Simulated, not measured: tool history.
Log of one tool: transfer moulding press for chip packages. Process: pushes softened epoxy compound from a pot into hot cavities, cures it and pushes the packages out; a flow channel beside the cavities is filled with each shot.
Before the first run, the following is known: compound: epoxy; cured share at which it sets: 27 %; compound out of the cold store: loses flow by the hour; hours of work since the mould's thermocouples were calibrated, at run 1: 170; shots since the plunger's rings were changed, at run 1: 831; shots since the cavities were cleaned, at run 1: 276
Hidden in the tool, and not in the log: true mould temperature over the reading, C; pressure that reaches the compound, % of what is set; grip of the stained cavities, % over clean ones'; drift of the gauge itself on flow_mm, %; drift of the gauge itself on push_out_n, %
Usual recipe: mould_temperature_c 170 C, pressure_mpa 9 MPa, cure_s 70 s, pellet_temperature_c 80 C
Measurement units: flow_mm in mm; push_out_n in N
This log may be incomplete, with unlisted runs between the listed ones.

run,hour,mould_temperature_c,pressure_mpa,cure_s,pellet_temperature_c,hours of work since the mould's thermocouples were calibrated,shots since the plunger's rings were changed,shots since the cavities were cleaned,incoming compound's hours out of the cold store,flow_mm,push_out_n
1,0,170,9,70,80,170,831,276,38.1,676,224
# hour 35.3: cavities cleaned with cleaning compound and waxed
2,61.3,170,9,70,80,207,1651,356,17.4,740,227
# hour 92.5: cavities cleaned with cleaning compound and waxed
3,112.4,170,9,70,80,238,2330,273,42.2,662,210
# hour 150.9: cavities cleaned with cleaning compound and waxed
# hour 161.3: plunger's sealing rings changed
4,166.5,170,9,51,80,268,72,180,21.6,726,440
# hour 208.9: cavities cleaned with cleaning compound and waxed
5,210.2,170,9,70,80,294,650,18,34.5,691,222
# hour 266.5: cavities cleaned with cleaning compound and waxed
6,269.3,170,9,70,80,330,1439,39,29.8,704,215
7,298.2,170,9,60,80,348,1835,435,43,659,282
# hour 324.6: cavities cleaned with cleaning compound and waxed
8,350,170,9,60,80,378,2524,349,39.1,669,290
# hour 383.1: plunger's sealing rings changed
# hour 384.6: cavities cleaned with cleaning compound and waxed
9,391.6,170,9,70,80,402,96,96,16.1,747,224
# hour 441.6: cavities cleaned with cleaning compound and waxed
10,441.6,170,7.16,70,80,431,761,0,29.9,627,233
11,475.2,170,9,80,80,452,1220,459,23.5,722,175
# hour 499.2: cavities cleaned with cleaning compound and waxed
12,529.9,170,9,70,80,485,1950,420,13.1,760,227
# hour 555.2: cavities cleaned with cleaning compound and waxed
13,586.2,170,9,70,80,519,2701,425,8.4,772,232
# hour 603.2: plunger's sealing rings changed
# hour 613.4: cavities cleaned with cleaning compound and waxed
14,643.5,170,9.32,70,80,551,531,411,21.3,742,217
# hour 670.2: cavities cleaned with cleaning compound and waxed
15,676.9,170,9.32,70,80,571,969,92,11.2,781,230
16,713.7,172,9,82,73,594,1473,596,43.2,654,173
# hour 726.6: cavities cleaned with cleaning compound and waxed
17,762.5,170,9,104,87,623,2121,491,38.7,674,166
# hour 783.8: cavities cleaned with cleaning compound and waxed
18,793.5,172,7.21,55,90,641,2526,134,15.2,666,319
# hour 825.6: plunger's sealing rings changed
19,827.1,172,7.21,55,84,660,22,560,11.2,682,334
# hour 831.7: mould's thermocouples calibrated
# hour 844.6: cavities cleaned with cleaning compound and waxed
20,884.8,164,9,56,71,32,763,549,36.8,695,530
# hour 902.3: cavities cleaned with cleaning compound and waxed
21,940.4,176,8.33,81,84,65,1505,522,38.2,632,172
# hour 958.9: cavities cleaned with cleaning compound and waxed
22,972.3,170,9,70,82,84,1922,184,29.1,701,225
23,1003.6,174,9,95,82,103,2351,613,19.7,722,163
# hour 1014.8: cavities cleaned with cleaning compound and waxed
24,1031,170,9,64,83,119,2706,223,32,695,263
# hour 1052.8: plunger's sealing rings changed
# hour 1077.2: cavities cleaned with cleaning compound and waxed
25,1091.2,170,8.52,64,76,153,507,193,21.1,714,268
# hour 1135.4: cavities cleaned with cleaning compound and waxed
26,1140.4,170,8.52,64,76,183,1160,69,37.7,659,259
27,1174,170,8.52,64,76,203,1621,530,27,690,270

Describe how what the log doesn't record of the tool's condition differs between the last listed run preceding each entry between runs and the first listed run following it.
Between runs 1 and 2: cavities cleaned with cleaning compound and waxed (hour 35.3)
  pressure that reaches the compound, % of what is set: 99.96 -> 99.91; grip of the stained cavities, % over clean ones': 0.3 -> 0.4
Between runs 2 and 3: cavities cleaned with cleaning compound and waxed (hour 92.5)
  pressure that reaches the compound, % of what is set: 99.91 -> 99.87; grip of the stained cavities, % over clean ones': 0.4 -> 0.3
Between runs 3 and 4: cavities cleaned with cleaning compound and waxed (hour 150.9); plunger's sealing rings changed (hour 161.3)
  true mould temperature over the reading, C: -0.01 -> -0.02; pressure that reaches the compound, % of what is set: 99.87 -> 99.99
Between runs 4 and 5: cavities cleaned with cleaning compound and waxed (hour 208.9)
  pressure that reaches the compound, % of what is set: 99.99 -> 99.96; grip of the stained cavities, % over clean ones': 0.3 -> 0.1
Between runs 5 and 6: cavities cleaned with cleaning compound and waxed (hour 266.5)
  pressure that reaches the compound, % of what is set: 99.96 -> 99.91
Between runs 7 and 8: cavities cleaned with cleaning compound and waxed (hour 324.6)
  pressure that reaches the compound, % of what is set: 99.89 -> 99.86; grip of the stained cavities, % over clean ones': 0.5 -> 0.4
Between runs 8 and 9: plunger's sealing rings changed (hour 383.1); cavities cleaned with cleaning compound and waxed (hour 384.6)
  pressure that reaches the compound, % of what is set: 99.86 -> 99.99; grip of the stained cavities, % over clean ones': 0.4 -> 0.2
Between runs 9 and 10: cavities cleaned with cleaning compound and waxed (hour 441.6)
  pressure that reaches the compound, % of what is set: 99.99 -> 99.95; grip of the stained cavities, % over clean ones': 0.2 -> 0
Between runs 11 and 12: cavities cleaned with cleaning compound and waxed (hour 499.2)
  pressure that reaches the compound, % of what is set: 99.93 -> 99.88
Between runs 12 and 13: cavities cleaned with cleaning compound and waxed (hour 555.2)
  pressure that reaches the compound, % of what is set: 99.88 -> 99.84
Between runs 13 and 14: plunger's sealing rings changed (hour 603.2); cavities cleaned with cleaning compound and waxed (hour 613.4)
  pressure that reaches the compound, % of what is set: 99.84 -> 99.97
Between runs 14 and 15: cavities cleaned with cleaning compound and waxed (hour 670.2)
  true mould temperature over the reading, C: -0.02 -> -0.03; pressure that reaches the compound, % of what is set: 99.97 -> 99.94; grip of the stained cavities, % over clean ones': 0.5 -> 0.1
Between runs 16 and 17: cavities cleaned with cleaning compound and waxed (hour 726.6)
  pressure that reaches the compound, % of what is set: 99.92 -> 99.89; grip of the stained cavities, % over clean ones': 0.6 -> 0.5
Between runs 17 and 18: cavities cleaned with cleaning compound and waxed (hour 783.8)
  pressure that reaches the compound, % of what is set: 99.89 -> 99.86; grip of the stained cavities, % over clean ones': 0.5 -> 0.2
Between runs 18 and 19: plunger's sealing rings changed (hour 825.6)
  pressure that reaches the compound, % of what is set: 99.86 -> 99.99; grip of the stained cavities, % over clean ones': 0.2 -> 0.6
Between runs 19 and 20: mould's thermocouples calibrated (hour 831.7); cavities cleaned with cleaning compound and waxed (hour 844.6)
  true mould temperature over the reading, C: -0.03 -> 0; pressure that reaches the compound, % of what is set: 99.99 -> 99.95; grip of the stained cavities, % over clean ones': 0.6 -> 0.5
Between runs 20 and 21: cavities cleaned with cleaning compound and waxed (hour 902.3)
  pressure that reaches the compound, % of what is set: 99.95 -> 99.91
Between runs 21 and 22: cavities cleaned with cleaning compound and waxed (hour 958.9)
  pressure that reaches the compound, % of what is set: 99.91 -> 99.88; grip of the stained cavities, % over clean ones': 0.5 -> 0.3
Between runs 23 and 24: cavities cleaned with cleaning compound and waxed (hour 1014.8)
  pressure that reaches the compound, % of what is set: 99.86 -> 99.84; grip of the stained cavities, % over clean ones': 0.6 -> 0.3
Between runs 24 and 25: plunger's sealing rings changed (hour 1052.8); cavities cleaned with cleaning compound and waxed (hour 1077.2)
  pressure that reaches the compound, % of what is set: 99.84 -> 99.96; grip of the stained cavities, % over clean ones': 0.3 -> 0.2
Between runs 25 and 26: cavities cleaned with cleaning compound and waxed (hour 1135.4)
  true mould temperature over the reading, C: 0 -> -0.01; pressure that reaches the compound, % of what is set: 99.96 -> 99.93; grip of the stained cavities, % over clean ones': 0.2 -> 0.1

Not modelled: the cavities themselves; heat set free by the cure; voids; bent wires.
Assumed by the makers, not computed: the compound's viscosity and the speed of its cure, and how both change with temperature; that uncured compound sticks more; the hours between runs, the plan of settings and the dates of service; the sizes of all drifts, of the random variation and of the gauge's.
